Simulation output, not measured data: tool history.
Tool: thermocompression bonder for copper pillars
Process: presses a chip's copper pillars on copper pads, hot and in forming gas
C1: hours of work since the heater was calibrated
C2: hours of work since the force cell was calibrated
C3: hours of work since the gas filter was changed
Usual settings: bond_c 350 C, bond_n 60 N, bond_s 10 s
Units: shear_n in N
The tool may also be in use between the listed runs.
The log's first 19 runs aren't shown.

run 20 day=8.454 | bond_c=350 bond_n=60 bond_s=10 | C1=500 C2=345 C3=72 | shear_n=39.9
run 21 day=8.879 | bond_c=324 bond_n=60 bond_s=7 | C1=507 C2=351 C3=78 | shear_n=28.4
run 22 day=9.354 | bond_c=324 bond_n=60 bond_s=7 | C1=514 C2=359 C3=86 | shear_n=28.3
run 23 day=9.746 | bond_c=374 bond_n=77 bond_s=7 | C1=520 C2=365 C3=92 | shear_n=45.4
run 24 day=10.162 | bond_c=323 bond_n=62 bond_s=9 | C1=527 C2=372 C3=98 | shear_n=31.2
run 25 day=10.683 | bond_c=370 bond_n=82 bond_s=12 | C1=535 C2=380 C3=107 | shear_n=53.9
run 26 day=11.208 | bond_c=353 bond_n=51 bond_s=6 | C1=543 C2=388 C3=115 | shear_n=30.5
run 27 day=11.554 | bond_c=350 bond_n=43 bond_s=29 | C1=548 C2=393 C3=120 | shear_n=49.2
run 28 day=12.183 | bond_c=356 bond_n=50 bond_s=11 | C1=558 C2=403 C3=130 | shear_n=38.4
run 29 day=12.708 | bond_c=356 bond_n=50 bond_s=11 | C1=566 C2=411 C3=138 | shear_n=38.7
run 30 day=13.112 | bond_c=356 bond_n=50 bond_s=11 | C1=573 C2=418 C3=144 | shear_n=38.6
run 31 day=13.733 | bond_c=348 bond_n=50 bond_s=15 | C1=582 C2=427 C3=154 | shear_n=40.7
run 32 day=14.267 | bond_c=353 bond_n=85 bond_s=14 | C1=591 C2=436 C3=163 | shear_n=51.1
run 33 day=14.658 | bond_c=330 bond_n=80 bond_s=10 | C1=597 C2=442 C3=169 | shear_n=38.2
run 34 day=14.996 | bond_c=374 bond_n=77 bond_s=12 | C1=602 C2=447 C3=174 | shear_n=52.7
run 35 day=15.271 | bond_c=374 bond_n=77 bond_s=12 | C1=607 C2=451 C3=178 | shear_n=52.6
run 36 day=15.662 | bond_c=331 bond_n=43 bond_s=10 | C1=613 C2=457 C3=184 | shear_n=28.4
run 37 day=16.192 | bond_c=331 bond_n=64 bond_s=5 | C1=621 C2=466 C3=193 | shear_n=25.8
run 38 day=16.675 | bond_c=331 bond_n=64 bond_s=5 | C1=628 C2=473 C3=200 | shear_n=26.4
run 39 day=17.317 | bond_c=331 bond_n=64 bond_s=5 | C1=638 C2=483 C3=210 | shear_n=25.9

5 ways to go on from here, each from the tool as it stands after run 39. What would each give?
run A day=17.683 | bond_c=347 bond_n=76 bond_s=6 | C1=644 C2=489 C3=216 | shear_n=?
run B day=17.683 | bond_c=369 bond_n=52 bond_s=22 | C1=644 C2=489 C3=216 | shear_n=?
run C day=17.683 | bond_c=338 bond_n=64 bond_s=6 | C1=644 C2=489 C3=216 | shear_n=?
run D day=17.683 | bond_c=340 bond_n=52 bond_s=6 | C1=644 C2=489 C3=216 | shear_n=?
run E day=17.683 | bond_c=322 bond_n=67 bond_s=21 | C1=644 C2=489 C3=216 | shear_n=?

run=A shear_n=33.8
run=B shear_n=52.8
run=C shear_n=29.3
run=D shear_n=27
run=E shear_n=43.2
Without the tool's hidden state the same runs would have given:
run=A shear_n=38.5
run=B shear_n=58.6
run=C shear_n=33.6
run=D shear_n=31
run=E shear_n=48.9
